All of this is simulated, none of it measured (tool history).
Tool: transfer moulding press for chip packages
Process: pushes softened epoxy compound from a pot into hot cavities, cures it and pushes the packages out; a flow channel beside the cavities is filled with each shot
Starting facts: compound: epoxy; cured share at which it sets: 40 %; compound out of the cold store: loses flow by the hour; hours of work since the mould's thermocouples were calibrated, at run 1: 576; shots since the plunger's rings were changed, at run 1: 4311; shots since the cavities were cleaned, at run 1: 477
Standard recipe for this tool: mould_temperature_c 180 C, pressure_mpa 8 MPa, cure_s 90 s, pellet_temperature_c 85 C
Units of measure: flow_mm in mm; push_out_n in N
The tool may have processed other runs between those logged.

| run | hour | mould_temperature_c | pressure_mpa | cure_s | pellet_temperature_c | hours of work since the mould's thermocouples were calibrated | shots since the plunger's rings were changed | shots since the cavities were cleaned | incoming compound's hours out of the cold store | flow_mm | push_out_n |
|---|---|---|---|---|---|---|---|---|---|---|---|
| 1 | 0 | 180 | 8 | 90 | 85 | 576 | 4311 | 477 | 20.4 | 593 | 477 |
|  | 5.1 | cavities cleaned with cleaning compound and waxed |
| 2 | 57.3 | 180 | 8 | 90 | 85 | 600 | 4748 | 408 | 42.6 | 565 | 455 |
|  | 70.3 | cavities cleaned with cleaning compound and waxed |
| 3 | 89 | 180 | 8 | 90 | 85 | 613 | 4986 | 148 | 34.8 | 568 | 382 |
|  | 135.1 | cavities cleaned with cleaning compound and waxed |
| 4 | 140.2 | 180 | 8 | 90 | 85 | 634 | 5375 | 40 | 24 | 577 | 332 |
| 5 | 191.5 | 180 | 6.79 | 90 | 85 | 656 | 5777 | 442 | 32.5 | 529 | 479 |
|  | 198 | cavities cleaned with cleaning compound and waxed |
|  | 208.3 | mould's thermocouples calibrated |
|  | 232.2 | plunger's sealing rings changed |
| 6 | 239.2 | 176 | 8 | 90 | 85 | 12 | 54 | 288 | 9.7 | 676 | 612 |
|  | 266.2 | cavities cleaned with cleaning compound and waxed |
| 7 | 283.6 | 176 | 8 | 90 | 85 | 31 | 391 | 137 | 39.4 | 632 | 517 |
| 8 | 318 | 176 | 8 | 90 | 85 | 45 | 661 | 407 | 39.7 | 639 | 615 |
|  | 331.5 | cavities cleaned with cleaning compound and waxed |
| 9 | 347 | 180 | 8 | 90 | 81 | 57 | 876 | 121 | 37.5 | 626 | 395 |
| 10 | 380.1 | 186 | 8 | 90 | 81 | 71 | 1136 | 381 | 20 | 619 | 371 |
|  | 396.6 | cavities cleaned with cleaning compound and waxed |
| 11 | 417.3 | 186 | 8 | 90 | 81 | 86 | 1416 | 162 | 19.7 | 614 | 335 |
|  | 460 | cavities cleaned with cleaning compound and waxed |
| 12 | 477.1 | 186 | 8 | 90 | 81 | 111 | 1873 | 134 | 33.6 | 594 | 326 |
|  | 523.7 | cavities cleaned with cleaning compound and waxed |
| 13 | 531.1 | 186 | 8 | 90 | 81 | 134 | 2284 | 57 | 35.3 | 594 | 285 |
|  | 589.8 | cavities cleaned with cleaning compound and waxed |
| 14 | 590.5 | 186 | 8 | 90 | 81 | 159 | 2739 | 6 | 44.6 | 577 | 279 |
| 15 | 641.7 | 182 | 8 | 78 | 81 | 181 | 3141 | 408 | 37.5 | 594 | 542 |
|  | 654.5 | cavities cleaned with cleaning compound and waxed |
| 16 | 700.5 | 178 | 8 | 90 | 85 | 205 | 3590 | 361 | 34 | 598 | 523 |
|  | 722 | cavities cleaned with cleaning compound and waxed |
| 17 | 730.7 | 178 | 8 | 90 | 85 | 217 | 3814 | 68 | 23.1 | 618 | 429 |
| 18 | 764.9 | 178 | 6.12 | 90 | 85 | 232 | 4083 | 337 | 36.9 | 507 | 485 |
|  | 785.3 | cavities cleaned with cleaning compound and waxed |
| 19 | 807.7 | 185 | 6.1 | 70 | 85 | 250 | 4407 | 176 | 39.1 | 493 | 507 |
|  | 849.5 | cavities cleaned with cleaning compound and waxed |
| 20 | 854.6 | 180 | 8 | 111 | 83 | 269 | 4763 | 40 | 46.5 | 566 | 287 |
| 21 | 879.7 | 175 | 8.19 | 79 | 95 | 280 | 4960 | 237 | 40.7 | 587 | 748 |
|  | 914.7 | cavities cleaned with cleaning compound and waxed |
| 22 | 917.4 | 185 | 7.58 | 79 | 95 | 295 | 5244 | 22 | 18.1 | 574 | 325 |
| 23 | 961.3 | 185 | 8.3 | 124 | 80 | 314 | 5588 | 366 | 23.2 | 575 | 345 |
|  | 978.5 | cavities cleaned with cleaning compound and waxed |
| 24 | 1016.2 | 185 | 8.3 | 116 | 80 | 337 | 6007 | 296 | 29.3 | 571 | 344 |
|  | 1027.7 | plunger's sealing rings changed |
|  | 1045.5 | cavities cleaned with cleaning compound and waxed |
| 25 | 1056.7 | 180 | 8 | 71 | 93 | 353 | 216 | 88 | 9.2 | 654 | 663 |
| 26 | 1088.4 | 187 | 8 | 90 | 75 | 366 | 465 | 337 | 18.3 | 634 | 365 |
|  | 1108.9 | cavities cleaned with cleaning compound and waxed |
| 27 | 1114.4 | 182 | 8 | 90 | 85 | 377 | 656 | 43 | 24.9 | 626 | 330 |
| 28 | 1155.3 | 184 | 8.15 | 90 | 90 | 394 | 977 | 364 | 33.5 | 618 | 382 |

Hidden state at the last listed run before each entry between runs and at the first one after, where it differs:
After run 1, before run 2: cavities cleaned with cleaning compound and waxed (hour 5.1)
  true mould temperature over the reading, C: 1.21 -> 1.25; pressure that reaches the compound, % of what is set: 85.04 -> 83.53; grip of the stained cavities, % over clean ones': 44.6 -> 39.2
  what was measured, less what the result would be without the hidden state, flow_mm: -53 -> -56 mm; push_out_n: +125 -> +108 N
After run 2, before run 3: cavities cleaned with cleaning compound and waxed (hour 70.3)
  true mould temperature over the reading, C: 1.25 -> 1.27; pressure that reaches the compound, % of what is set: 83.53 -> 82.66; grip of the stained cavities, % over clean ones': 39.2 -> 20.8
  what was measured, less what the result would be without the hidden state, flow_mm: -56 -> -59 mm; push_out_n: +108 -> +45 N
After run 3, before run 4: cavities cleaned with cleaning compound and waxed (hour 135.1)
  true mould temperature over the reading, C: 1.27 -> 1.3; pressure that reaches the compound, % of what is set: 82.66 -> 81.36; grip of the stained cavities, % over clean ones': 20.8 -> 5.8
  what was measured, less what the result would be without the hidden state, flow_mm: -59 -> -67 mm; push_out_n: +45 -> -4 N
After run 5, before run 6: cavities cleaned with cleaning compound and waxed (hour 198); mould's thermocouples calibrated (hour 208.3); plunger's sealing rings changed (hour 232.2)
  true mould temperature over the reading, C: 1.33 -> 0.21; pressure that reaches the compound, % of what is set: 79.99 -> 99.64; grip of the stained cavities, % over clean ones': 41.9 -> 35
  what was measured, less what the result would be without the hidden state, flow_mm: -66 -> -2 mm; push_out_n: +116 -> +153 N
After run 6, before run 7: cavities cleaned with cleaning compound and waxed (hour 266.2)
  true mould temperature over the reading, C: 0.21 -> 0.24; pressure that reaches the compound, % of what is set: 99.64 -> 98.51; grip of the stained cavities, % over clean ones': 35 -> 19
  what was measured, less what the result would be without the hidden state, flow_mm: -2 -> -6 mm; push_out_n: +153 -> +76 N
After run 8, before run 9: cavities cleaned with cleaning compound and waxed (hour 331.5)
  true mould temperature over the reading, C: 0.26 -> 0.28; pressure that reaches the compound, % of what is set: 97.59 -> 96.84; grip of the stained cavities, % over clean ones': 40.9 -> 16.6
  what was measured, less what the result would be without the hidden state, flow_mm: -8 -> -11 mm; push_out_n: +170 -> +51 N
After run 10, before run 11: cavities cleaned with cleaning compound and waxed (hour 396.6)
  true mould temperature over the reading, C: 0.3 -> 0.32; pressure that reaches the compound, % of what is set: 95.96 -> 95.02; grip of the stained cavities, % over clean ones': 37.8 -> 22.2
  what was measured, less what the result would be without the hidden state, flow_mm: -14 -> -17 mm; push_out_n: +102 -> +58 N
After run 11, before run 12: cavities cleaned with cleaning compound and waxed (hour 460)
  true mould temperature over the reading, C: 0.32 -> 0.36; pressure that reaches the compound, % of what is set: 95.02 -> 93.47; grip of the stained cavities, % over clean ones': 22.2 -> 16.9
  what was measured, less what the result would be without the hidden state, flow_mm: -17 -> -21 mm; push_out_n: +58 -> +45 N
After run 12, before run 13: cavities cleaned with cleaning compound and waxed (hour 523.7)
  true mould temperature over the reading, C: 0.36 -> 0.39; pressure that reaches the compound, % of what is set: 93.47 -> 92.08; grip of the stained cavities, % over clean ones': 16.9 -> 8.4
  what was measured, less what the result would be without the hidden state, flow_mm: -21 -> -25 mm; push_out_n: +45 -> +20 N
After run 13, before run 14: cavities cleaned with cleaning compound and waxed (hour 589.8)
  true mould temperature over the reading, C: 0.39 -> 0.43; pressure that reaches the compound, % of what is set: 92.08 -> 90.59; grip of the stained cavities, % over clean ones': 8.4 -> 1.3
  what was measured, less what the result would be without the hidden state, flow_mm: -25 -> -30 mm; push_out_n: +20 -> +2 N
After run 15, before run 16: cavities cleaned with cleaning compound and waxed (hour 654.5)
  true mould temperature over the reading, C: 0.46 -> 0.5; pressure that reaches the compound, % of what is set: 89.12 -> 87.56; grip of the stained cavities, % over clean ones': 40.6 -> 39.8
  what was measured, less what the result would be without the hidden state, flow_mm: -36 -> -43 mm; push_out_n: +145 -> +138 N
After run 16, before run 17: cavities cleaned with cleaning compound and waxed (hour 722)
  true mould temperature over the reading, C: 0.5 -> 0.52; pressure that reaches the compound, % of what is set: 87.56 -> 86.84; grip of the stained cavities, % over clean ones': 39.8 -> 10.5
  what was measured, less what the result would be without the hidden state, flow_mm: -43 -> -46 mm; push_out_n: +138 -> +28 N
After run 18, before run 19: cavities cleaned with cleaning compound and waxed (hour 785.3)
  true mould temperature over the reading, C: 0.54 -> 0.56; pressure that reaches the compound, % of what is set: 85.91 -> 84.79; grip of the stained cavities, % over clean ones': 36.2 -> 26.1
  what was measured, less what the result would be without the hidden state, flow_mm: -40 -> -44 mm; push_out_n: +117 -> +90 N
After run 19, before run 20: cavities cleaned with cleaning compound and waxed (hour 849.5)
  true mould temperature over the reading, C: 0.56 -> 0.59; pressure that reaches the compound, % of what is set: 84.79 -> 83.56; grip of the stained cavities, % over clean ones': 26.1 -> 7.8
  what was measured, less what the result would be without the hidden state, flow_mm: -44 -> -54 mm; push_out_n: +90 -> +18 N
After run 21, before run 22: cavities cleaned with cleaning compound and waxed (hour 914.7)
  true mould temperature over the reading, C: 0.6 -> 0.63; pressure that reaches the compound, % of what is set: 82.92 -> 81.83; grip of the stained cavities, % over clean ones': 29.1 -> 3.5
  what was measured, less what the result would be without the hidden state, flow_mm: -60 -> -62 mm; push_out_n: +143 -> +1 N
After run 23, before run 24: cavities cleaned with cleaning compound and waxed (hour 978.5)
  true mould temperature over the reading, C: 0.65 -> 0.69; pressure that reaches the compound, % of what is set: 80.65 -> 79.19; grip of the stained cavities, % over clean ones': 37.6 -> 33.3
  what was measured, less what the result would be without the hidden state, flow_mm: -67 -> -72 mm; push_out_n: +93 -> +84 N
After run 24, before run 25: plunger's sealing rings changed (hour 1027.7); cavities cleaned with cleaning compound and waxed (hour 1045.5)
  true mould temperature over the reading, C: 0.69 -> 0.71; pressure that reaches the compound, % of what is set: 79.19 -> 98.8; grip of the stained cavities, % over clean ones': 33.3 -> 15.4
  what was measured, less what the result would be without the hidden state, flow_mm: -72 -> -5 mm; push_out_n: +84 -> +59 N
After run 26, before run 27: cavities cleaned with cleaning compound and waxed (hour 1108.9)
  true mould temperature over the reading, C: 0.73 -> 0.74; pressure that reaches the compound, % of what is set: 97.87 -> 97.18; grip of the stained cavities, % over clean ones': 36.8 -> 9
  what was measured, less what the result would be without the hidden state, flow_mm: -8 -> -10 mm; push_out_n: +96 -> +18 N
